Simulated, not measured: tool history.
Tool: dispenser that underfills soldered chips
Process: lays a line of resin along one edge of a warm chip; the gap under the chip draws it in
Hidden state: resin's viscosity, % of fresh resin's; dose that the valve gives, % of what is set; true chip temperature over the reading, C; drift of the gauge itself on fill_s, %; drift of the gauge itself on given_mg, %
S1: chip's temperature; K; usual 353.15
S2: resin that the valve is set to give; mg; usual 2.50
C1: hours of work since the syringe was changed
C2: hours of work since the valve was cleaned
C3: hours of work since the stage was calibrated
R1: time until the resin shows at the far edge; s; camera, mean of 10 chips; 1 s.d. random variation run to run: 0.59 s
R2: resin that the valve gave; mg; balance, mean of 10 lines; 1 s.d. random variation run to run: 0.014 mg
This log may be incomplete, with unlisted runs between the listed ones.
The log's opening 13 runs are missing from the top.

run 14 day=3.542 | S1=353.15 S2=2.50 | C1=8 C2=42 C3=118 | R1=71.9 R2=2.40
-- day=3.688 new syringe of resin
run 15 day=3.779 | S1=353.15 S2=2.50 | C1=1 C2=45 C3=121 | R1=56.2 R2=2.41
run 16 day=4.129 | S1=353.15 S2=2.50 | C1=6 C2=50 C3=127 | R1=66.3 R2=2.38
-- day=4.404 new syringe of resin
run 17 day=4.429 | S1=353.15 S2=2.50 | C1=0 C2=54 C3=131 | R1=54.1 R2=2.35
-- day=4.579 dispensing valve cleaned and set on the balance
run 18 day=4.638 | S1=353.15 S2=2.61 | C1=3 C2=1 C3=133 | R1=57.7 R2=2.60
run 19 day=4.983 | S1=353.15 S2=2.61 | C1=8 C2=6 C3=138 | R1=70.2 R2=2.58
-- day=5.146 new syringe of resin
run 20 day=5.221 | S1=362.15 S2=2.50 | C1=1 C2=9 C3=141 | R1=38.9 R2=2.48
run 21 day=5.542 | S1=353.15 S2=2.50 | C1=6 C2=14 C3=146 | R1=64.7 R2=2.48
run 22 day=5.783 | S1=353.15 S2=2.71 | C1=9 C2=17 C3=150 | R1=74.6 R2=2.67
-- day=5.867 new syringe of resin
run 23 day=6.004 | S1=351.15 S2=2.82 | C1=2 C2=20 C3=153 | R1=62.7 R2=2.73
run 24 day=6.329 | S1=351.15 S2=2.82 | C1=7 C2=25 C3=157 | R1=74.2 R2=2.73
-- day=6.575 new syringe of resin
run 25 day=6.725 | S1=360.15 S2=3.07 | C1=2 C2=30 C3=163 | R1=43.1 R2=2.98
run 26 day=7.112 | S1=358.15 S2=2.46 | C1=8 C2=36 C3=168 | R1=60.2 R2=2.41
-- day=7.283 new syringe of resin
run 27 day=7.367 | S1=368.15 S2=2.32 | C1=1 C2=40 C3=172 | R1=32.4 R2=2.24
run 28 day=7.721 | S1=350.15 S2=3.14 | C1=6 C2=45 C3=177 | R1=76.4 R2=3.00
-- day=7.979 new syringe of resin
run 29 day=7.988 | S1=350.15 S2=3.14 | C1=0 C2=48 C3=181 | R1=58.1 R2=2.98
run 30 day=8.150 | S1=350.15 S2=2.33 | C1=2 C2=51 C3=183 | R1=65.9 R2=2.24
run 31 day=8.483 | S1=355.15 S2=2.17 | C1=7 C2=56 C3=188 | R1=67.4 R2=2.06
-- day=8.575 dispensing valve cleaned and set on the balance
-- day=8.738 new syringe of resin
run 32 day=8.888 | S1=355.15 S2=2.17 | C1=2 C2=4 C3=193 | R1=55.5 R2=2.16
run 33 day=9.079 | S1=355.15 S2=2.17 | C1=5 C2=7 C3=196 | R1=61.7 R2=2.18
run 34 day=9.304 | S1=355.15 S2=2.17 | C1=8 C2=10 C3=199 | R1=70.7 R2=2.15
-- day=9.450 new syringe of resin
run 35 day=9.525 | S1=355.15 S2=2.49 | C1=1 C2=13 C3=202 | R1=50.1 R2=2.47
run 36 day=9.758 | S1=342.15 S2=2.25 | C1=4 C2=17 C3=205 | R1=98.9 R2=2.23

Predict each of these 4 candidate next runs independently; none follows another, all start after run 36:
run A day=10.017 | S1=356.15 S2=2.63 | C1=8 C2=20 C3=209 | R1=? R2=?
run B day=10.017 | S1=363.15 S2=2.35 | C1=8 C2=20 C3=209 | R1=? R2=?
run C day=10.017 | S1=358.15 S2=2.32 | C1=8 C2=20 C3=209 | R1=? R2=?
run D day=10.017 | S1=353.15 S2=2.28 | C1=8 C2=20 C3=209 | R1=? R2=?

run=A R1=67.1 R2=2.59
run=B R1=51.7 R2=2.30
run=C R1=63.1 R2=2.29
run=D R1=75.9 R2=2.25
Stripped of hidden state, with their random variation kept, the same runs would have yielded:
run=A R1=45.4 R2=2.63
run=B R1=35.0 R2=2.34
run=C R1=42.7 R2=2.33
run=D R1=51.1 R2=2.29
